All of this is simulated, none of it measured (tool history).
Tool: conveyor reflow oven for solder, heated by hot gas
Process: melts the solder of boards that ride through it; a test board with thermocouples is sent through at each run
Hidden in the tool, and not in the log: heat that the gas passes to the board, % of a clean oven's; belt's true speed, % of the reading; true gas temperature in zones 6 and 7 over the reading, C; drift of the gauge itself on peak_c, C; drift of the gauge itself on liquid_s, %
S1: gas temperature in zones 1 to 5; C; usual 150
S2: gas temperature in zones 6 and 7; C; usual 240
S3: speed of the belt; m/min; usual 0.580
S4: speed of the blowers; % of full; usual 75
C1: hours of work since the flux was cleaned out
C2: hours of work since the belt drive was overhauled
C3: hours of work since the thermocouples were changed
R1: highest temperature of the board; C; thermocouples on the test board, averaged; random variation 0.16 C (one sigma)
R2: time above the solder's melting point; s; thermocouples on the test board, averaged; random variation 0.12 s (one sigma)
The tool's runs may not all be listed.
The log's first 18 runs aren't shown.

run 19 day=7.683 | S1=138 S2=252 S3=0.579 S4=62 | C1=80 C2=461 C3=758 | R1=237.1 R2=75.5
run 20 day=8.033 | S1=164 S2=252 S3=0.585 S4=51 | C1=86 C2=467 C3=764 | R1=238.4 R2=85.6
run 21 day=8.304 | S1=143 S2=252 S3=0.513 S4=61 | C1=91 C2=472 C3=768 | R1=241.1 R2=89.1
run 22 day=8.792 | S1=136 S2=245 S3=0.529 S4=73 | C1=99 C2=480 C3=777 | R1=234.6 R2=80.5
run 23 day=9.321 | S1=158 S2=240 S3=0.676 S4=56 | C1=109 C2=490 C3=786 | R1=223.9 R2=64.7
run 24 day=9.817 | S1=158 S2=240 S3=0.676 S4=56 | C1=117 C2=498 C3=795 | R1=223.8 R2=64.8
run 25 day=10.292 | S1=158 S2=240 S3=0.676 S4=56 | C1=126 C2=507 C3=803 | R1=223.5 R2=64.8
run 26 day=10.700 | S1=158 S2=240 S3=0.676 S4=56 | C1=133 C2=514 C3=810 | R1=223.8 R2=64.9
run 27 day=11.192 | S1=163 S2=240 S3=0.565 S4=56 | C1=141 C2=522 C3=819 | R1=229.2 R2=83.6
run 28 day=11.729 | S1=163 S2=240 S3=0.565 S4=56 | C1=151 C2=532 C3=829 | R1=229.4 R2=83.8
run 29 day=12.217 | S1=151 S2=238 S3=0.687 S4=74 | C1=159 C2=540 C3=837 | R1=223.3 R2=60.7
run 30 day=12.679 | S1=151 S2=245 S3=0.605 S4=77 | C1=168 C2=548 C3=845 | R1=233.2 R2=74.7
run 31 day=13.158 | S1=151 S2=245 S3=0.605 S4=77 | C1=176 C2=557 C3=854 | R1=233.0 R2=74.7

Forecast each of these 3 alternatives for the next run:
run A day=13.612 | S1=154 S2=240 S3=0.588 S4=75 | C1=184 C2=565 C3=862 | R1=? R2=?
run B day=13.612 | S1=138 S2=253 S3=0.642 S4=75 | C1=184 C2=565 C3=862 | R1=? R2=?
run C day=13.612 | S1=150 S2=240 S3=0.697 S4=75 | C1=184 C2=565 C3=862 | R1=? R2=?

run=A R1=229.2 R2=76.4
run=B R1=236.4 R2=67.5
run=C R1=224.0 R2=60.0
Without the tool's hidden state the same runs would have given:
run=A R1=229.3 R2=76.4
run=B R1=236.5 R2=67.5
run=C R1=224.0 R2=60.0
